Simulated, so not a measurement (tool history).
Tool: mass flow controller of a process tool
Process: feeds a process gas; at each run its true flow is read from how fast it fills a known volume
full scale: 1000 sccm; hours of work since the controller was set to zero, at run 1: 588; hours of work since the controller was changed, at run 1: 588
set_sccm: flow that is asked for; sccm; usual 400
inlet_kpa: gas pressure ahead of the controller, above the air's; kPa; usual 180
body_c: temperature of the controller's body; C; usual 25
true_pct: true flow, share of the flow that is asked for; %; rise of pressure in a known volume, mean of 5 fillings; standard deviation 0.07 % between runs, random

run	hour	set_sccm	inlet_kpa	body_c	hours of work since the controller was set to zero	hours of work since the controller was changed	true_pct
1	0	400	180	25	588	588	99.36
2	37.3	400	180	25	608	608	99.45
3	93.3	400	180	25	637	637	99.43
4	142.2	400	180	25	663	663	99.36
5	216.3	191	180	25	701	701	99.38
6	257.2	191	180	25	723	723	99.42
7	334.2	191	180	25	763	763	99.45
8	383.1	191	180	25	789	789	99.51
9	438.9	191	180	25	818	818	99.41
10	497.2	400	161	25	849	849	99.54
11	541.9	400	161	25	872	872	99.52
12	591.6	400	225	25	898	898	99.29
13	654.1	445	225	25	931	931	99.25
14	730.6	445	225	25	971	971	99.43
15	783.6	445	225	25	999	999	99.37
16	863.7	400	180	25	1041	1041	99.48
17	932.5	400	180	25	1077	1077	99.36
18	985.5	400	180	25	1105	1105	99.52
19	1037.3	400	180	25	1132	1132	99.57
20	1102.1	400	180	39	1166	1166	100.61
21	1172.9	400	180	39	1203	1203	100.59
22	1215.4	400	180	39	1225	1225	100.42
23	1282.6	400	180	39	1260	1260	100.49
24	1350.4	400	155	25	1296	1296	99.48
25	1413.5	349	179	28	1329	1329	99.73
26	1468.5	114	279	37	1358	1358	100.8
27	1503.6	982	279	29	1376	1376	99.99
28	1582.1	982	279	29	1417	1417	100.01
29	1630.4	982	279	29	1443	1443	100.01
30	1704.5	614	180	25	1482	1482	99.64
31	1766.4	614	158	20	1514	1514	99.42
32	1810.7	430	183	22	1537	1537	99.18
33	1864.3	430	183	22	1565	1565	99.24
34	1911.2	400	180	32	1590	1590	100.04
35	1950.8	246	169	23	1611	1611	99.31
36	1998.5	246	169	23	1636	1636	99.44
37	2071.7	246	169	23	1674	1674	99.46
38	2122.7	246	169	23	1701	1701	99.45
39	2159.8	246	169	23	1720	1720	99.57
40	2198.3	273	180	25	1740	1740	99.5
41	2274.5	273	180	25	1780	1780	99.75
42	2332.6	400	180	22	1811	1811	99.32
43	2374.9	400	180	22	1833	1833	99.24
44	2438.7	988	270	22	1866	1866	99.42
45	2508.4	988	270	22	1903	1903	99.29
46	2574.6	730	180	21	1938	1938	99.55
47	2631.6	730	238	20	1968	1968	99.16

Forecast each of these 4 alternatives for the next run:
A	2673	128	186	27	1989	1989	?
B	2673	185	180	33	1989	1989	?
C	2673	265	180	25	1989	1989	?
D	2673	400	180	27	1989	1989	?

run	true_pct
A	100.57
B	100.48
C	99.65
D	99.63
With no hidden state in the tool, these same runs would have given:
run	true_pct
A	99.06
B	99.53
C	99.08
D	99.36

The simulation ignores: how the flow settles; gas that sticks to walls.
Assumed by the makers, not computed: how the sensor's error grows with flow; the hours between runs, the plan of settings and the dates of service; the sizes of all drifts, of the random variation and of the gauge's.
